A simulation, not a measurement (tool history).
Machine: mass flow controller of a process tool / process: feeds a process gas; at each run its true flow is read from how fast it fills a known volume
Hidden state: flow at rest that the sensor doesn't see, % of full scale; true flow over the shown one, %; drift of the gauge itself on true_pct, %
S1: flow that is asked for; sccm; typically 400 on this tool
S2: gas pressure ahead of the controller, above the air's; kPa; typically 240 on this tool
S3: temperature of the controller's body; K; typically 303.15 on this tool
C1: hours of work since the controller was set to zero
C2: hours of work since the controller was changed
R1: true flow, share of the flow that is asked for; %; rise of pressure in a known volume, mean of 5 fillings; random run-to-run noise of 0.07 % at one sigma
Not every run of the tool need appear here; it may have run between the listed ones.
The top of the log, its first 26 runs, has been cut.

run 27 hour=3832.6 | S1=202 S2=268 S3=311.15 | C1=387 C2=387 | R1=98.25
run 28 hour=3941.2 | S1=202 S2=169 S3=311.15 | C1=454 C2=454 | R1=97.75
run 29 hour=4027.8 | S1=400 S2=248 S3=303.15 | C1=507 C2=507 | R1=98.71
run 30 hour=4202.4 | S1=400 S2=248 S3=303.15 | C1=615 C2=615 | R1=98.58
run 31 hour=4373.9 | S1=400 S2=270 S3=305.15 | C1=721 C2=721 | R1=98.93
run 32 hour=4540 | S1=326 S2=233 S3=305.15 | C1=823 C2=823 | R1=98.28
run 33 hour=4746.3 | S1=326 S2=233 S3=305.15 | C1=950 C2=950 | R1=98.36
run 34 hour=4887.9 | S1=482 S2=240 S3=311.15 | C1=1037 C2=1037 | R1=98.93
run 35 hour=4981.2 | S1=302 S2=162 S3=309.15 | C1=1094 C2=1094 | R1=98.15
run 36 hour=5067.2 | S1=115 S2=190 S3=293.15 | C1=1147 C2=1147 | R1=97.18
run 37 hour=5154.5 | S1=229 S2=214 S3=295.15 | C1=1201 C2=1201 | R1=97.83
run 38 hour=5281.1 | S1=400 S2=178 S3=303.15 | C1=1279 C2=1279 | R1=98.39
run 39 hour=5370.3 | S1=280 S2=240 S3=298.15 | C1=1334 C2=1334 | R1=98.25
run 40 hour=5489.7 | S1=280 S2=240 S3=298.15 | C1=1407 C2=1407 | R1=98.05
run 41 hour=5587.7 | S1=280 S2=143 S3=304.15 | C1=1468 C2=1468 | R1=97.81
run 42 hour=5762.1 | S1=280 S2=143 S3=304.15 | C1=1575 C2=1575 | R1=97.85
run 43 hour=5969.3 | S1=448 S2=149 S3=303.15 | C1=1702 C2=1702 | R1=98.25

Branching from run 43: 4 alternative next runs. What would each branch give?
run A hour=6132 | S1=400 S2=240 S3=294.15 | C1=1803 C2=1803 | R1=?
run B hour=6132 | S1=329 S2=213 S3=303.15 | C1=1803 C2=1803 | R1=?
run C hour=6132 | S1=448 S2=226 S3=303.15 | C1=1803 C2=1803 | R1=?
run D hour=6132 | S1=448 S2=149 S3=302.15 | C1=1803 C2=1803 | R1=?

run=A R1=98.31
run=B R1=98.23
run=C R1=98.7
run=D R1=98.23
Without the tool's unlogged condition, the same runs would have read:
run=A R1=98.31
run=B R1=98.23
run=C R1=98.71
run=D R1=98.23
